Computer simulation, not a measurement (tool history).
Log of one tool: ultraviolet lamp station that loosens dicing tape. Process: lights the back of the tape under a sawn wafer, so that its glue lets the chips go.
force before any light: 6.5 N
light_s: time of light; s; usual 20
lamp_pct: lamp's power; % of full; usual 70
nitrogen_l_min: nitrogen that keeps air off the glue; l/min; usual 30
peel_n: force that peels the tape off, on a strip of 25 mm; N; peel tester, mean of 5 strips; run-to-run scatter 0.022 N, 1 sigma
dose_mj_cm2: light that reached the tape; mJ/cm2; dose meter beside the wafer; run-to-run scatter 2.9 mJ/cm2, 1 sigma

run 1 day=0.000 | light_s=20 lamp_pct=70 nitrogen_l_min=30 | peel_n=1.120 dose_mj_cm2=421
run 2 day=0.658 | light_s=20 lamp_pct=70 nitrogen_l_min=30 | peel_n=1.078 dose_mj_cm2=418
run 3 day=1.525 | light_s=20 lamp_pct=70 nitrogen_l_min=30 | peel_n=1.088 dose_mj_cm2=418
run 4 day=2.571 | light_s=20 lamp_pct=70 nitrogen_l_min=30 | peel_n=1.058 dose_mj_cm2=417
run 5 day=3.154 | light_s=20 lamp_pct=70 nitrogen_l_min=30 | peel_n=1.104 dose_mj_cm2=421
run 6 day=3.988 | light_s=20 lamp_pct=70 nitrogen_l_min=30 | peel_n=1.096 dose_mj_cm2=421
run 7 day=4.862 | light_s=20 lamp_pct=70 nitrogen_l_min=30 | peel_n=1.087 dose_mj_cm2=412
run 8 day=5.717 | light_s=20 lamp_pct=70 nitrogen_l_min=30 | peel_n=1.085 dose_mj_cm2=420
run 9 day=6.662 | light_s=20 lamp_pct=70 nitrogen_l_min=30 | peel_n=1.058 dose_mj_cm2=417
run 10 day=7.504 | light_s=20 lamp_pct=70 nitrogen_l_min=30 | peel_n=1.049 dose_mj_cm2=417
run 11 day=8.292 | light_s=17 lamp_pct=70 nitrogen_l_min=30 | peel_n=1.361 dose_mj_cm2=355
run 12 day=8.904 | light_s=17 lamp_pct=70 nitrogen_l_min=30 | peel_n=1.337 dose_mj_cm2=352
run 13 day=9.875 | light_s=17 lamp_pct=70 nitrogen_l_min=30 | peel_n=1.336 dose_mj_cm2=355
run 14 day=10.662 | light_s=17 lamp_pct=70 nitrogen_l_min=30 | peel_n=1.379 dose_mj_cm2=352
run 15 day=11.204 | light_s=17 lamp_pct=70 nitrogen_l_min=30 | peel_n=1.369 dose_mj_cm2=357
run 16 day=11.712 | light_s=20 lamp_pct=70 nitrogen_l_min=30 | peel_n=1.063 dose_mj_cm2=415
run 17 day=12.542 | light_s=20 lamp_pct=79 nitrogen_l_min=30 | peel_n=0.868 dose_mj_cm2=472
run 18 day=13.479 | light_s=20 lamp_pct=79 nitrogen_l_min=30 | peel_n=0.876 dose_mj_cm2=464
run 19 day=14.171 | light_s=20 lamp_pct=79 nitrogen_l_min=30 | peel_n=0.909 dose_mj_cm2=469
run 20 day=14.712 | light_s=20 lamp_pct=75 nitrogen_l_min=30 | peel_n=0.987 dose_mj_cm2=454
run 21 day=15.162 | light_s=20 lamp_pct=75 nitrogen_l_min=30 | peel_n=0.974 dose_mj_cm2=445
run 22 day=15.754 | light_s=20 lamp_pct=75 nitrogen_l_min=30 | peel_n=0.972 dose_mj_cm2=444
run 23 day=16.429 | light_s=20 lamp_pct=75 nitrogen_l_min=30 | peel_n=0.991 dose_mj_cm2=447
run 24 day=17.383 | light_s=33 lamp_pct=67 nitrogen_l_min=17 | peel_n=0.720 dose_mj_cm2=658
run 25 day=18.029 | light_s=33 lamp_pct=67 nitrogen_l_min=17 | peel_n=0.686 dose_mj_cm2=658
run 26 day=18.746 | light_s=33 lamp_pct=67 nitrogen_l_min=17 | peel_n=0.722 dose_mj_cm2=665
run 27 day=19.504 | light_s=12 lamp_pct=88 nitrogen_l_min=13 | peel_n=2.340 dose_mj_cm2=318
run 28 day=20.421 | light_s=12 lamp_pct=64 nitrogen_l_min=36 | peel_n=2.201 dose_mj_cm2=229
run 29 day=21.238 | light_s=12 lamp_pct=64 nitrogen_l_min=36 | peel_n=2.247 dose_mj_cm2=230
run 30 day=21.733 | light_s=20 lamp_pct=93 nitrogen_l_min=12 | peel_n=1.154 dose_mj_cm2=552
run 31 day=22.317 | light_s=20 lamp_pct=93 nitrogen_l_min=12 | peel_n=1.163 dose_mj_cm2=560
run 32 day=23.317 | light_s=19 lamp_pct=84 nitrogen_l_min=15 | peel_n=1.259 dose_mj_cm2=473
run 33 day=23.762 | light_s=19 lamp_pct=84 nitrogen_l_min=15 | peel_n=1.301 dose_mj_cm2=473
run 34 day=24.471 | light_s=11 lamp_pct=78 nitrogen_l_min=13 | peel_n=2.718 dose_mj_cm2=253
run 35 day=24.962 | light_s=37 lamp_pct=66 nitrogen_l_min=47 | peel_n=0.351 dose_mj_cm2=725
run 36 day=25.600 | light_s=37 lamp_pct=72 nitrogen_l_min=47 | peel_n=0.331 dose_mj_cm2=793
run 37 day=26.600 | light_s=30 lamp_pct=94 nitrogen_l_min=27 | peel_n=0.370 dose_mj_cm2=836
run 38 day=27.279 | light_s=30 lamp_pct=94 nitrogen_l_min=27 | peel_n=0.383 dose_mj_cm2=838
run 39 day=28.138 | light_s=30 lamp_pct=94 nitrogen_l_min=27 | peel_n=0.374 dose_mj_cm2=842
run 40 day=28.979 | light_s=30 lamp_pct=94 nitrogen_l_min=27 | peel_n=0.362 dose_mj_cm2=837
run 41 day=29.467 | light_s=37 lamp_pct=92 nitrogen_l_min=25 | peel_n=0.298 dose_mj_cm2=1010
run 42 day=30.021 | light_s=21 lamp_pct=66 nitrogen_l_min=10 | peel_n=1.843 dose_mj_cm2=410
run 43 day=31.038 | light_s=14 lamp_pct=66 nitrogen_l_min=52 | peel_n=1.562 dose_mj_cm2=273

Pick out some run-to-run changes in dose_mj_cm2. Of each, how much would a tool without hidden state show as well, from the settings, what came in and chance, and how much is left for the hidden state and any gauge scatter not in both results compared?
Hidden state present: lamp's light, % of a new lamp's; light that the window lets through, % of a clean one's; drift of the gauge itself on peel_n, %; drift of the gauge itself on dose_mj_cm2, %.
Run 18 -> 19: no setting changed, nothing entered. dose_mj_cm2 +5 mJ/cm2: hidden state -1, all else +6.
Run 19 -> 20: lamp_pct 79 -> 75. dose_mj_cm2 -15 mJ/cm2: hidden state +1, all else -16.
Run 26 -> 27: light_s 33 -> 12, lamp_pct 67 -> 88, nitrogen_l_min 17 -> 13. dose_mj_cm2 -347 mJ/cm2: hidden state +1, all else -348.
Run 34 -> 35: light_s 11 -> 37, lamp_pct 78 -> 66, nitrogen_l_min 13 -> 47. dose_mj_cm2 +472 mJ/cm2: hidden state -2, all else +474.
Run 41 -> 42: light_s 37 -> 21, lamp_pct 92 -> 66, nitrogen_l_min 25 -> 10. dose_mj_cm2 -600 mJ/cm2: hidden state +1, all else -601.

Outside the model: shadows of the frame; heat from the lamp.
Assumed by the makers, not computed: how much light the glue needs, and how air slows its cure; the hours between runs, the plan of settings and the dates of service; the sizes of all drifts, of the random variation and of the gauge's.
